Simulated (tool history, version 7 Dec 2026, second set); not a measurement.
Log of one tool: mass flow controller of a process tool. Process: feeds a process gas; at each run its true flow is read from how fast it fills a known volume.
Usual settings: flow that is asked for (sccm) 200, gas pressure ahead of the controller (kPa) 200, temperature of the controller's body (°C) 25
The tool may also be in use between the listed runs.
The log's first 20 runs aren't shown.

run     hour  flow that is asked for (sccm)  gas pressure ahead of the controller (kPa)  temperature of the controller's body (°C)  hours of work since the controller was set to zero  hours of work since the controller was changed  true flow (%)
 21   4790.6                            200                                         200                                         25                                                1109                                            1109          99.23
 22   5012.2                            200                                         200                                         25                                                1229                                            1229          99.22
 23   5213.2                            200                                         200                                         25                                                1338                                            1338          99.21
 24   5432.9                            451                                         200                                         38                                                1458                                            1458         101.10
 25   5680.2                             59                                         200                                         22                                                1592                                            1592          99.85
 26   5835.8                            476                                         194                                         29                                                1677                                            1677         100.26
 27   6102.2                            476                                         194                                         29                                                1821                                            1821         100.26
      6122.6  -- controller's zero set anew
 28   6398.8                            145                                         185                                         22                                                 150                                            1982          99.42
 29   6563.6                            145                                         185                                         22                                                 240                                            2072          99.42
      6703.8  -- controller's zero set anew, once more
 30   6771.0                            119                                         152                                         33                                                  37                                            2184          99.12
 31   6956.0                            200                                         200                                         26                                                 137                                            2285          98.59
 32   7181.1                            200                                         200                                         26                                                 259                                            2407          98.58
 33   7396.8                             78                                         200                                         26                                                 376                                            2524          98.41
 34   7535.7                             78                                         200                                         26                                                 452                                            2599          98.44
 35   7804.5                             97                                         200                                         26                                                 598                                            2745          98.48
 36   8074.2                             79                                         142                                         25                                                 744                                            2892          98.54
 37   8388.4                             79                                         142                                         25                                                 915                                            3063          98.54
 38   8533.1                            200                                         200                                         20                                                 994                                            3141          97.95
 39   8795.3                            200                                         200                                         20                                                1136                                            3284          97.95
 40   9000.7                            200                                         200                                         20                                                1248                                            3395          97.95
 41   9239.9                            200                                         200                                         20                                                1378                                            3525          97.95
 42   9495.0                            234                                         166                                         26                                                1516                                            3664          98.62
 43   9778.2                            184                                         200                                         25                                                1670                                            3818          98.44
 44   9961.9                            200                                         172                                         25                                                1770                                            3917          98.47
 45  10124.4                            165                                         235                                         25                                                1858                                            4006          98.40

3 ways to go on from here, each from the tool as it stands after run 45. What would each give?
  A  10346.7                            165                                         253                                         39                                                1979                                            4126              ?
  B  10346.7                            303                                         200                                         25                                                1979                                            4126              ?
  C  10346.7                             53                                         235                                         25                                                1979                                            4126              ?

run  true flow (%)
  A          99.73
  B          98.59
  C          99.62
Without the tool's hidden state the same runs would have given:
run  true flow (%)
  A          99.99
  B          99.22
  C          98.17

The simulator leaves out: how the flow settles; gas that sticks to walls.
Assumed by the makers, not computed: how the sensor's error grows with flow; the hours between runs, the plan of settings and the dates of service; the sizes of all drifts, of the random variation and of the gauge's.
